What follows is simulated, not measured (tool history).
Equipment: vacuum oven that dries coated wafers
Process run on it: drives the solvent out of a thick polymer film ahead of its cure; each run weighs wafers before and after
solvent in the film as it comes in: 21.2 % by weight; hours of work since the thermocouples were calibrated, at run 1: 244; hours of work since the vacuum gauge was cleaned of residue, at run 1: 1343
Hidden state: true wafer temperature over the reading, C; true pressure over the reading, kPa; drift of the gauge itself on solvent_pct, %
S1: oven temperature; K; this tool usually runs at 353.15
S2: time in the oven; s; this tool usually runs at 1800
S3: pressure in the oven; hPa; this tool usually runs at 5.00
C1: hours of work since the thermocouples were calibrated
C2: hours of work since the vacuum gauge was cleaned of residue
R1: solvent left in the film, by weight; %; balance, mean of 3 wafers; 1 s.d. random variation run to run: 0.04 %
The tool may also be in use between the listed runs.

{"run": 1, "hour": 0.0, "S1": 353.15, "S2": 1800, "S3": 5.0, "C1": 244, "C2": 1343, "R1": 3.5}
{"run": 2, "hour": 43.7, "S1": 353.15, "S2": 1800, "S3": 5.0, "C1": 266, "C2": 1365, "R1": 3.56}
{"run": 3, "hour": 94.2, "S1": 353.15, "S2": 1800, "S3": 5.0, "C1": 291, "C2": 1390, "R1": 3.54}
{"run": 4, "hour": 162.9, "S1": 353.15, "S2": 1800, "S3": 5.0, "C1": 324, "C2": 1424, "R1": 3.52}
{"run": 5, "hour": 229.5, "S1": 353.15, "S2": 1800, "S3": 5.0, "C1": 357, "C2": 1456, "R1": 3.49}
{"run": 6, "hour": 286.9, "S1": 353.15, "S2": 1800, "S3": 5.0, "C1": 385, "C2": 1485, "R1": 3.45}
{"run": 7, "hour": 355.9, "S1": 353.15, "S2": 1560, "S3": 5.0, "C1": 419, "C2": 1519, "R1": 4.17}
{"run": 8, "hour": 396.6, "S1": 353.15, "S2": 1800, "S3": 2.8, "C1": 439, "C2": 1539, "R1": 3.24}
{"run": 9, "hour": 436.3, "S1": 353.15, "S2": 1800, "S3": 2.8, "C1": 459, "C2": 1558, "R1": 3.26}
{"run": 10, "hour": 494.7, "S1": 353.15, "S2": 1800, "S3": 5.0, "C1": 488, "C2": 1587, "R1": 3.49}
{"run": 11, "hour": 548.4, "S1": 353.15, "S2": 1800, "S3": 5.0, "C1": 514, "C2": 1613, "R1": 3.52}
{"run": 12, "hour": 580.2, "S1": 353.15, "S2": 2520, "S3": 5.0, "C1": 530, "C2": 1629, "R1": 2.29}
{"run": 13, "hour": 618.8, "S1": 353.15, "S2": 1800, "S3": 5.0, "C1": 549, "C2": 1648, "R1": 3.43}
{"run": 14, "hour": 679.2, "S1": 353.15, "S2": 2820, "S3": 5.0, "C1": 579, "C2": 1678, "R1": 2.04}
{"run": 15, "hour": 747.5, "S1": 353.15, "S2": 1800, "S3": 5.0, "C1": 612, "C2": 1711, "R1": 3.5}
{"run": 16, "hour": 790.6, "S1": 353.15, "S2": 1800, "S3": 5.0, "C1": 633, "C2": 1732, "R1": 3.46}
{"run": 17, "hour": 843.4, "S1": 353.15, "S2": 1800, "S3": 5.0, "C1": 659, "C2": 1758, "R1": 3.49}
{"run": 18, "hour": 893.1, "S1": 353.15, "S2": 1800, "S3": 5.0, "C1": 684, "C2": 1783, "R1": 3.42}
{"hour": 913.4, "done": "oven's thermocouples calibrated"}
{"run": 19, "hour": 967.0, "S1": 353.15, "S2": 1800, "S3": 5.0, "C1": 26, "C2": 1818, "R1": 3.8}
{"run": 20, "hour": 1038.3, "S1": 353.15, "S2": 1800, "S3": 5.0, "C1": 61, "C2": 1853, "R1": 3.78}
{"run": 21, "hour": 1094.6, "S1": 353.15, "S2": 1800, "S3": 5.0, "C1": 89, "C2": 1881, "R1": 3.79}
{"run": 22, "hour": 1166.6, "S1": 364.15, "S2": 1800, "S3": 5.0, "C1": 125, "C2": 1917, "R1": 1.83}
{"run": 23, "hour": 1208.6, "S1": 353.15, "S2": 1800, "S3": 5.0, "C1": 145, "C2": 1937, "R1": 3.77}
{"run": 24, "hour": 1257.2, "S1": 353.15, "S2": 1800, "S3": 5.0, "C1": 169, "C2": 1961, "R1": 3.79}
{"run": 25, "hour": 1318.5, "S1": 345.15, "S2": 1620, "S3": 5.89, "C1": 199, "C2": 1991, "R1": 6.6}
{"run": 26, "hour": 1353.4, "S1": 353.15, "S2": 1200, "S3": 5.0, "C1": 216, "C2": 2008, "R1": 5.78}
{"run": 27, "hour": 1423.1, "S1": 353.15, "S2": 1200, "S3": 3.69, "C1": 251, "C2": 2043, "R1": 5.73}
{"run": 28, "hour": 1455.6, "S1": 353.15, "S2": 1200, "S3": 3.69, "C1": 267, "C2": 2059, "R1": 5.64}
{"hour": 1463.1, "done": "vacuum gauge cleaned of residue and calibrated"}
{"run": 29, "hour": 1490.5, "S1": 353.15, "S2": 900, "S3": 14.89, "C1": 283, "C2": 13, "R1": 8.8}
{"run": 30, "hour": 1556.6, "S1": 346.15, "S2": 1440, "S3": 4.55, "C1": 316, "C2": 46, "R1": 7.31}
{"run": 31, "hour": 1600.6, "S1": 354.15, "S2": 2640, "S3": 3.56, "C1": 337, "C2": 68, "R1": 2.62}
{"run": 32, "hour": 1649.2, "S1": 354.15, "S2": 2640, "S3": 3.56, "C1": 361, "C2": 92, "R1": 2.66}
{"run": 33, "hour": 1689.9, "S1": 354.15, "S2": 2640, "S3": 3.56, "C1": 381, "C2": 112, "R1": 2.66}
{"run": 34, "hour": 1727.0, "S1": 354.15, "S2": 2640, "S3": 3.56, "C1": 400, "C2": 130, "R1": 2.69}
{"run": 35, "hour": 1761.9, "S1": 354.15, "S2": 2640, "S3": 3.56, "C1": 417, "C2": 147, "R1": 2.62}
{"run": 36, "hour": 1826.0, "S1": 354.15, "S2": 2640, "S3": 3.56, "C1": 448, "C2": 179, "R1": 2.68}
{"hour": 1849.4, "done": "vacuum gauge cleaned of residue and calibrated, once more"}
{"run": 37, "hour": 1876.7, "S1": 354.15, "S2": 2640, "S3": 3.56, "C1": 473, "C2": 13, "R1": 1.19}
{"run": 38, "hour": 1914.8, "S1": 354.15, "S2": 2640, "S3": 3.56, "C1": 491, "C2": 32, "R1": 1.21}
{"run": 39, "hour": 1972.5, "S1": 349.15, "S2": 2640, "S3": 3.56, "C1": 520, "C2": 61, "R1": 1.91}
{"run": 40, "hour": 2028.2, "S1": 349.15, "S2": 2640, "S3": 3.56, "C1": 547, "C2": 88, "R1": 1.93}
{"run": 41, "hour": 2087.1, "S1": 356.15, "S2": 2100, "S3": 16.58, "C1": 576, "C2": 117, "R1": 3.11}
{"run": 42, "hour": 2127.5, "S1": 339.15, "S2": 1800, "S3": 2.78, "C1": 596, "C2": 137, "R1": 5.97}
{"run": 43, "hour": 2160.8, "S1": 358.15, "S2": 1620, "S3": 4.64, "C1": 612, "C2": 153, "R1": 2.33}
{"run": 44, "hour": 2205.4, "S1": 364.15, "S2": 1560, "S3": 5.0, "C1": 634, "C2": 175, "R1": 1.5}
{"run": 45, "hour": 2264.9, "S1": 364.15, "S2": 1560, "S3": 5.0, "C1": 663, "C2": 204, "R1": 1.55}
{"hour": 2327.5, "done": "oven's thermocouples calibrated"}
{"run": 46, "hour": 2330.4, "S1": 364.15, "S2": 1560, "S3": 5.0, "C1": 1, "C2": 236, "R1": 1.84}
{"run": 47, "hour": 2398.0, "S1": 348.15, "S2": 3060, "S3": 17.46, "C1": 35, "C2": 269, "R1": 4.31}
{"run": 48, "hour": 2433.5, "S1": 345.15, "S2": 1800, "S3": 5.0, "C1": 52, "C2": 286, "R1": 5.28}

Branching from run 48: 3 alternative next runs. What would each branch give?
{"run": "A", "hour": 2469.3, "S1": 367.15, "S2": 2640, "S3": 10.6, "C1": 70, "C2": 304, "R1": "?"}
{"run": "B", "hour": 2469.3, "S1": 345.15, "S2": 1980, "S3": 9.01, "C1": 70, "C2": 304, "R1": "?"}
{"run": "C", "hour": 2469.3, "S1": 365.15, "S2": 1800, "S3": 14.01, "C1": 70, "C2": 304, "R1": "?"}

run=A R1=1.09
run=B R1=5.46
run=C R1=2.11
The same runs, with their run-to-run variation unchanged, on a tool lacking any hidden condition would have given:
run=A R1=0.99
run=B R1=5.25
run=C R1=2.00
